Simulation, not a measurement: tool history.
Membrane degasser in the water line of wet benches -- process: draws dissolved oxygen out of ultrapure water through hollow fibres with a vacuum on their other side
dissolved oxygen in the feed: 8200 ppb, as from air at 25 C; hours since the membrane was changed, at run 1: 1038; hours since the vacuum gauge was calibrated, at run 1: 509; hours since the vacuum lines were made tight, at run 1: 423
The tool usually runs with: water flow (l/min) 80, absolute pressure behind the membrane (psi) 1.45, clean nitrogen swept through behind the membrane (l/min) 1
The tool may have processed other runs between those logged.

run,hour,water flow (l/min),absolute pressure behind the membrane (psi),clean nitrogen swept through behind the membrane (l/min),hours since the membrane was changed,hours since the vacuum gauge was calibrated,hours since the vacuum lines were made tight,dissolved oxygen in the water behind the degasser (ppb),pressure that the water loses in the fibres (psi)
1,0,80,1.45,1,1038,509,423,869.5,4.798
2,24.6,80,1.45,1,1062,533,447,861.4,4.759
3,49.3,80,1.45,1,1087,558,472,861.5,4.751
4,87.9,80,1.45,1,1126,597,510,863.5,4.791
5,139.8,80,1.45,0.46,1177,648,562,1319.5,4.786
6,176.3,80,1.45,0.46,1214,685,599,1318.7,4.76
7,218.5,109,1.45,1,1256,727,641,1063.8,6.498
8,255.7,80,1.45,0.61,1293,764,678,1151.6,4.788
9,278.8,80,1.45,0.61,1316,787,701,1141,4.793
10,307.5,80,1.45,0.61,1345,816,730,1143,4.756
11,331.1,80,1.93,1,1369,840,754,1224.9,4.802
12,380.5,80,1.42,1,1418,889,803,841.3,4.778
13,420.1,80,1.42,1,1458,929,843,838.9,4.824
14,451.3,53,2.03,2.62,1489,960,874,468.6,3.159
15,485.2,80,0.9,0.96,1523,994,908,422.2,4.795

Expected results for the next run?
16,532.4,80,0.9,0.96,1570,1041,955,?,?

Logged for run 16: dissolved oxygen in the water behind the degasser (ppb) 420.1, pressure that the water loses in the fibres (psi) 4.767.
Were there no unlogged condition in the tool, this run, its random variation unchanged, would have produced dissolved oxygen in the water behind the degasser (ppb) 420.1, pressure that the water loses in the fibres (psi) 4.767.
